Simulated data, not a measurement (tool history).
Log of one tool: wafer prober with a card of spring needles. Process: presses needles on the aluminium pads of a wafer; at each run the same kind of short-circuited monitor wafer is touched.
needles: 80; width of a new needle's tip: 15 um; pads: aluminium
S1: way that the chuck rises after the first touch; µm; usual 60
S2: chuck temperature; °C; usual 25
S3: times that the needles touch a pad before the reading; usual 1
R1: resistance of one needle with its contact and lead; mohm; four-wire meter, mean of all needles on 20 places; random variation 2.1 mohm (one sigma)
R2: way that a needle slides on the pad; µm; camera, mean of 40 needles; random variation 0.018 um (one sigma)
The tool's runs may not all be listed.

run   hour  S1   S2  S3   R1     R2
  1    0.0  60   25   1  228  10.44
  2    8.3  60   25   1  225  10.47
  3   24.1  60   25   1  227  10.44
  4   34.1  60   25   1  228  10.43
      39.1  -- tips cleaned on abrasive film
  5   46.0  60   25   1  227  10.46
  6   55.1  60   25   1  233  10.47
  7   70.0  60   25   1  231  10.45
      81.9  -- tips cleaned on abrasive film
  8   88.1  60   25   1  228  10.47
  9   98.7  60   25   1  228  10.41
 10  115.8  60   25   1  229  10.45
     125.6  -- tips cleaned on abrasive film
 11  126.9  60   25   1  227  10.43
 12  137.1  60   39   1  232  10.48
 13  156.2  60   73   1  243  10.46
     169.0  -- tips cleaned on abrasive film
 14  170.1  71   31   1  232  12.36
 15  183.9  41   37   1  238   7.14
 16  192.8  41   37   1  237   7.18
     211.6  -- tips cleaned on abrasive film
 17  211.6  41   37   1  239   7.14
 18  222.5  69   25   3  227  12.05
 19  240.4  69   25   3  224  12.05
     255.1  -- tips cleaned on abrasive film
 20  257.5  44   64   3  244   7.65
 21  271.8  44  122   3  259   7.66
 22  285.1  59   25   1  228  10.29
 23  296.2  77   69   2  236  13.42
     297.9  -- tips cleaned on abrasive film
 24  308.8  77   69   2  238  13.42

Forecast each of these 3 alternatives for the next run:
  A  316.9  77  116   2   ?   ?
  B  316.9  60   25   2   ?   ?
  C  316.9  62   52   1   ?   ?

run   R1     R2
  A  247  13.41
  B  226  10.44
  C  233  10.77
Without the tool's hidden state the same runs would have given:
run   R1     R2
  A  247  13.41
  B  226  10.44
  C  233  10.77
